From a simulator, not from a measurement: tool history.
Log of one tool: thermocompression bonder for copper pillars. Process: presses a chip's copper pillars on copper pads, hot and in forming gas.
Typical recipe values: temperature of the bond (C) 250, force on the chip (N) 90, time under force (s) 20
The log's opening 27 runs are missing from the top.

run,hour,temperature of the bond (C),force on the chip (N),time under force (s),force that shears a chip off (N)
28,265.7,251,109,13,43.6
29,277.9,251,84,43,52.6
30,285.6,237,104,14,35.4
31,293,226,90,42,40.1
32,302.1,226,90,42,39.8
33,308.6,250,73,12,29.4
34,318.6,250,70,42,44.8
35,330,250,88,42,54.2
36,336.9,253,90,14,39.4
37,348.2,253,90,14,39.5
38,360.1,279,81,11,45.1
39,371.1,220,87,17,24.4
40,384.4,276,58,17,38.3

3 ways to go on from here, each from the tool as it stands after run 40. What would each give?
A,397.5,270,78,42,?
B,397.5,270,90,17,?
C,397.5,239,58,13,?

run,force that shears a chip off (N)
A,59.2
B,50.7
C,20.1
Stripped of hidden state, with their random variation kept, the same runs would have yielded:
run,force that shears a chip off (N)
A,59.8
B,50.8
C,19.4
